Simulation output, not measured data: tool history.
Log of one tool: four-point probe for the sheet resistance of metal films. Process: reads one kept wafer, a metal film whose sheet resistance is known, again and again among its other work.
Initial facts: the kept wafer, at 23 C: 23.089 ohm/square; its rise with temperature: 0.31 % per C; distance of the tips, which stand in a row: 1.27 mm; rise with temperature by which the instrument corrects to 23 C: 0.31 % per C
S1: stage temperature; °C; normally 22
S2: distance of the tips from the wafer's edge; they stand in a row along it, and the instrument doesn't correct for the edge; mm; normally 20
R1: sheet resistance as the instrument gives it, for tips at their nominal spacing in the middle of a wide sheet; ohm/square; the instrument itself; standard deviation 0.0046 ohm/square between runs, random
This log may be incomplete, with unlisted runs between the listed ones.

run 1 hour=0 | S1=22 S2=20 | R1=23.208634
run 2 hour=40.3 | S1=32 S2=20 | R1=23.218966
run 3 hour=82.3 | S1=32 S2=20 | R1=23.220067
run 4 hour=118.1 | S1=32 S2=20 | R1=23.223079
run 5 hour=162.1 | S1=32 S2=20 | R1=23.215003
run 6 hour=198.9 | S1=22 S2=20 | R1=23.222717
run 7 hour=244.3 | S1=29 S2=20 | R1=23.219734
run 8 hour=281.1 | S1=29 S2=20 | R1=23.22624
run 9 hour=308.3 | S1=29 S2=20 | R1=23.224217
run 10 hour=330.4 | S1=29 S2=32 | R1=23.195857
run 11 hour=372.4 | S1=29 S2=32 | R1=23.197335
run 12 hour=408 | S1=29 S2=32 | R1=23.190149
run 13 hour=431.8 | S1=22 S2=14 | R1=23.278667
run 14 hour=471 | S1=34 S2=14 | R1=23.277586
run 15 hour=503.6 | S1=19 S2=20 | R1=23.221185
run 16 hour=537.3 | S1=19 S2=20 | R1=23.21613
run 17 hour=559.4 | S1=22 S2=20 | R1=23.230309
run 18 hour=602.5 | S1=22 S2=10 | R1=23.365102
run 19 hour=637.8 | S1=22 S2=20 | R1=23.227306
run 20 hour=666.8 | S1=22 S2=20 | R1=23.232065
run 21 hour=712.3 | S1=22 S2=20 | R1=23.228464
run 22 hour=734.6 | S1=22 S2=20 | R1=23.22159
run 23 hour=773 | S1=22 S2=11 | R1=23.347707
run 24 hour=799 | S1=22 S2=11 | R1=23.339542
run 25 hour=840.3 | S1=26 S2=19 | R1=23.226773
run 26 hour=866.7 | S1=26 S2=19 | R1=23.232186

Estimate the outcome of run 27 from the log above:
run 27 hour=892.7 | S1=26 S2=19 | R1=?

{"run 27": {"R1": 23.240802}}
Take away the tool's hidden state, keep the run-to-run variation as it was, and the same run would have given R1 23.152805 ohm/square.

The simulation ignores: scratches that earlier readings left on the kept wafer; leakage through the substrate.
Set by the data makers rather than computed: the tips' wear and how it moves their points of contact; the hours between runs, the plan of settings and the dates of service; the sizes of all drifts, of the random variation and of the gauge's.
